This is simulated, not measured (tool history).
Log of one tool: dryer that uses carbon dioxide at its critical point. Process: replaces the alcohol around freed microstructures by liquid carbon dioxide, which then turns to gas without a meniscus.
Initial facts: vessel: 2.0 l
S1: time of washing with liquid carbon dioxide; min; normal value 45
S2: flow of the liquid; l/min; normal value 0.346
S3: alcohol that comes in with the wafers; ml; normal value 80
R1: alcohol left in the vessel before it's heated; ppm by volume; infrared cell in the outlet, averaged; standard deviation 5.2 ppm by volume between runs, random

run 1 hour=0 | S1=45 S2=0.346 S3=80 | R1=132
run 2 hour=23.6 | S1=45 S2=0.346 S3=46 | R1=93
run 3 hour=62.8 | S1=45 S2=0.295 S3=46 | R1=173
run 4 hour=99.6 | S1=45 S2=0.295 S3=46 | R1=180
run 5 hour=139.1 | S1=45 S2=0.258 S3=80 | R1=525
run 6 hour=173.2 | S1=45 S2=0.258 S3=80 | R1=538
run 7 hour=225.4 | S1=46 S2=0.346 S3=80 | R1=150
run 8 hour=274.1 | S1=45 S2=0.346 S3=48 | R1=125
run 9 hour=326.8 | S1=45 S2=0.346 S3=44 | R1=129
run 10 hour=361.2 | S1=45 S2=0.346 S3=44 | R1=136
run 11 hour=402 | S1=45 S2=0.346 S3=80 | R1=209
run 12 hour=450.6 | S1=42 S2=0.346 S3=80 | R1=273
run 13 hour=496.8 | S1=42 S2=0.346 S3=80 | R1=290
run 14 hour=540.8 | S1=45 S2=0.346 S3=80 | R1=238
run 15 hour=593.2 | S1=45 S2=0.346 S3=80 | R1=238
run 16 hour=618.4 | S1=45 S2=0.346 S3=80 | R1=245
run 17 hour=657.2 | S1=45 S2=0.237 S3=80 | R1=959
run 18 hour=686 | S1=45 S2=0.346 S3=80 | R1=268
run 19 hour=725.9 | S1=45 S2=0.346 S3=62 | R1=227
run 20 hour=757.3 | S1=45 S2=0.346 S3=62 | R1=239
run 21 hour=793.8 | S1=45 S2=0.346 S3=62 | R1=252
run 22 hour=828.9 | S1=45 S2=0.346 S3=62 | R1=250
run 23 hour=872 | S1=45 S2=0.346 S3=62 | R1=266
run 24 hour=898 | S1=58 S2=0.346 S3=73 | R1=153
run 25 hour=929 | S1=28 S2=0.346 S3=38 | R1=823
run 26 hour=968.7 | S1=28 S2=0.346 S3=38 | R1=852
run 27 hour=1015.2 | S1=28 S2=0.346 S3=39 | R1=909
-- hour=1039.1 inlet filter changed
run 28 hour=1060.9 | S1=28 S2=0.346 S3=39 | R1=542
run 29 hour=1111.6 | S1=67 S2=0.475 S3=46 | R1=148
run 30 hour=1149.5 | S1=30 S2=0.23 S3=46 | R1=1552
run 31 hour=1186.5 | S1=30 S2=0.23 S3=46 | R1=1661
run 32 hour=1226.8 | S1=30 S2=0.23 S3=46 | R1=1636
run 33 hour=1269.1 | S1=30 S2=0.23 S3=46 | R1=1685
run 34 hour=1305.6 | S1=30 S2=0.23 S3=46 | R1=1753
run 35 hour=1345 | S1=32 S2=0.346 S3=20 | R1=325
run 36 hour=1393.4 | S1=58 S2=0.346 S3=78 | R1=200
run 37 hour=1437.3 | S1=45 S2=0.272 S3=23 | R1=273
run 38 hour=1480.3 | S1=30 S2=0.346 S3=35 | R1=543
run 39 hour=1520.9 | S1=28 S2=0.507 S3=35 | R1=281
run 40 hour=1542.8 | S1=55 S2=0.408 S3=109 | R1=198
run 41 hour=1593.9 | S1=55 S2=0.402 S3=93 | R1=196
run 42 hour=1646.9 | S1=55 S2=0.402 S3=93 | R1=216
run 43 hour=1685.4 | S1=36 S2=0.331 S3=24 | R1=352
run 44 hour=1730.6 | S1=33 S2=0.549 S3=53 | R1=241
run 45 hour=1784 | S1=49 S2=0.549 S3=98 | R1=209
run 46 hour=1811.1 | S1=30 S2=0.346 S3=91 | R1=1279

Alternative continuations, all from the tool just after run 46; predict every row:
run A hour=1854.4 | S1=30 S2=0.346 S3=24 | R1=?
run B hour=1854.4 | S1=59 S2=0.316 S3=37 | R1=?
run C hour=1854.4 | S1=66 S2=0.346 S3=24 | R1=?
run D hour=1854.4 | S1=56 S2=0.346 S3=80 | R1=?

run=A R1=516
run=B R1=238
run=C R1=216
run=D R1=239
Without the tool's hidden state the same runs would have given:
run=A R1=206
run=B R1=16
run=C R1=7
run=D R1=14

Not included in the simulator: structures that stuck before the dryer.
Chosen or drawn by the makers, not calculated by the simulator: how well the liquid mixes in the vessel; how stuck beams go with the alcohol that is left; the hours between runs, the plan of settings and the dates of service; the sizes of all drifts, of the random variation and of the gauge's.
